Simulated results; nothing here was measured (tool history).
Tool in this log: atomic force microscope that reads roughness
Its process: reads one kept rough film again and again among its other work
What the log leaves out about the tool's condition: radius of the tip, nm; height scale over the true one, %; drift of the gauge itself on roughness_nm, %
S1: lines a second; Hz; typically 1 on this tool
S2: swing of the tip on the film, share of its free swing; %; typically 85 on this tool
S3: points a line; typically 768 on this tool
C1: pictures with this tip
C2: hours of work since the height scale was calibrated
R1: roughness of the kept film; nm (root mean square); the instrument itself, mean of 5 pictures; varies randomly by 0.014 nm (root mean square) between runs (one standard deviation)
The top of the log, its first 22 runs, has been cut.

| run | hour | S1 | S2 | S3 | C1 | C2 | R1 |
|---|---|---|---|---|---|---|---|
| 23 | 804.8 | 0.9 | 63 | 712 | 111 | 1155 | 3.511 |
| 24 | 838.6 | 1 | 64 | 768 | 140 | 1174 | 3.524 |
| 25 | 860.7 | 3.52 | 70 | 630 | 159 | 1186 | 3.276 |
| 26 | 896 | 2.87 | 64 | 300 | 189 | 1205 | 3.394 |
| 27 | 931.1 | 2.87 | 64 | 300 | 219 | 1224 | 3.348 |
| 28 | 973.5 | 2.87 | 64 | 300 | 255 | 1247 | 3.38 |
| 29 | 995.1 | 2.87 | 64 | 300 | 273 | 1258 | 3.377 |
| 30 | 1017.1 | 2.87 | 64 | 300 | 292 | 1270 | 3.374 |
|  | 1037.3 | new tip fitted |
| 31 | 1063.5 | 2.47 | 85 | 380 | 22 | 1295 | 3.135 |
| 32 | 1087 | 1.21 | 79 | 559 | 42 | 1308 | 3.406 |

What does the tool deliver on the next run?
| 33 | 1114.2 | 0.86 | 79 | 559 | 65 | 1323 | ? |

{"run 33": {"R1": 3.469}}
With the hidden condition absent and the run-to-run variation left alone, this run would have shown R1 3.472 nm (root mean square).
